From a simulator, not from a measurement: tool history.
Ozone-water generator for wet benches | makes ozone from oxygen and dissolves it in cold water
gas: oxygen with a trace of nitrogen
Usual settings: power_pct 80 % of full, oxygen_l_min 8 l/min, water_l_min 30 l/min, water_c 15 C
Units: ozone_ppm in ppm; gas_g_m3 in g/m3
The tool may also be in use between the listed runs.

Run 1, hour 0: usual settings. Result: ozone_ppm 25.1 ppm, gas_g_m3 207.8 g/m3.
Run 2, hour 34.6: usual settings. Result: ozone_ppm 25.4 ppm, gas_g_m3 208.8 g/m3.
Run 3, hour 80.1: usual settings. Result: ozone_ppm 25 ppm, gas_g_m3 208.2 g/m3.
Run 4, hour 101.7: usual settings. Result: ozone_ppm 24.9 ppm, gas_g_m3 209.8 g/m3.
Run 5, hour 122.1: usual settings. Result: ozone_ppm 25 ppm, gas_g_m3 208.5 g/m3.
Run 6, hour 166: usual settings. Result: ozone_ppm 25.4 ppm, gas_g_m3 208.1 g/m3.
Run 7, hour 208.8: usual settings. Result: ozone_ppm 25 ppm, gas_g_m3 207.1 g/m3.
Run 8, hour 248.6: usual settings but water_c 18 C. Result: ozone_ppm 23.9 ppm, gas_g_m3 206 g/m3.
Run 9, hour 271.4: usual settings but water_c 18 C. Result: ozone_ppm 23.7 ppm, gas_g_m3 206 g/m3.
At hour 275.4: water thermometer calibrated.
Run 10, hour 314.1: usual settings but water_c 17 C. Result: ozone_ppm 24.5 ppm, gas_g_m3 205.4 g/m3.
Run 11, hour 345.3: usual settings but water_c 17 C. Result: ozone_ppm 24 ppm, gas_g_m3 203.2 g/m3.
Run 12, hour 380.7: usual settings but water_l_min 31 l/min. Result: ozone_ppm 24.2 ppm, gas_g_m3 207.2 g/m3.
Run 13, hour 406.5: usual settings but oxygen_l_min 8.62 l/min, water_l_min 21 l/min, water_c 11 C. Result: ozone_ppm 34.3 ppm, gas_g_m3 199 g/m3.
Run 14, hour 432.7: usual settings but power_pct 42 % of full, oxygen_l_min 5.6 l/min, water_c 22 C. Result: ozone_ppm 13.2 ppm, gas_g_m3 145.8 g/m3.
Run 15, hour 451.5: usual settings but power_pct 64 % of full, oxygen_l_min 9.67 l/min, water_l_min 22 l/min, water_c 21 C. Result: ozone_ppm 23.7 ppm, gas_g_m3 158.2 g/m3.
Run 16, hour 493.2: usual settings but oxygen_l_min 7.06 l/min, water_l_min 42 l/min. Result: ozone_ppm 18.5 ppm, gas_g_m3 213 g/m3.
At hour 504: water thermometer calibrated, once more.
Run 17, hour 523.7: usual settings but water_l_min 39 l/min, water_c 9 C. Result: ozone_ppm 21.3 ppm, gas_g_m3 204.4 g/m3.
Run 18, hour 552.7: usual settings but water_l_min 39 l/min, water_c 9 C. Result: ozone_ppm 21.3 ppm, gas_g_m3 204.1 g/m3.
Run 19, hour 573.8: usual settings but power_pct 99 % of full, oxygen_l_min 10.58 l/min, water_l_min 42 l/min, water_c 8 C. Result: ozone_ppm 25.1 ppm, gas_g_m3 212.7 g/m3.
Run 20, hour 610: usual settings but power_pct 99 % of full, oxygen_l_min 10.58 l/min, water_l_min 42 l/min, water_c 8 C. Result: ozone_ppm 25.7 ppm, gas_g_m3 212.9 g/m3.
Run 21, hour 650.1: usual settings but power_pct 99 % of full, oxygen_l_min 10.58 l/min, water_l_min 42 l/min, water_c 8 C. Result: ozone_ppm 25.8 ppm, gas_g_m3 213.6 g/m3.
Run 22, hour 676.1: usual settings but power_pct 43 % of full, oxygen_l_min 12.4 l/min. Result: ozone_ppm 15.8 ppm, gas_g_m3 105 g/m3.
Run 23, hour 696.3: usual settings but power_pct 92 % of full, oxygen_l_min 4.01 l/min, water_l_min 19 l/min, water_c 9 C. Result: ozone_ppm 36.6 ppm, gas_g_m3 300.8 g/m3.
Run 24, hour 736.5: usual settings but power_pct 75 % of full, oxygen_l_min 4.01 l/min, water_l_min 19 l/min, water_c 9 C. Result: ozone_ppm 31.2 ppm, gas_g_m3 259.2 g/m3.

Forecast each of these 3 alternatives for the next run:
Run A, hour 772.8: usual settings but power_pct 50 % of full, water_l_min 34 l/min, water_c 18 C. Result: ozone_ppm ?, gas_g_m3 ?.
Run B, hour 772.8: usual settings but power_pct 54 % of full. Result: ozone_ppm ?, gas_g_m3 ?.
Run C, hour 772.8: usual settings but power_pct 70 % of full, water_l_min 42 l/min, water_c 7 C. Result: ozone_ppm ?, gas_g_m3 ?.

run  ozone_ppm  gas_g_m3
  A       14.9     141.7
  B       18.1     151.9
  C       18.6       184
Without the tool's hidden state the same runs would have given:
run  ozone_ppm  gas_g_m3
  A         16     147.8
  B       19.4     158.9
  C       20.2     194.8
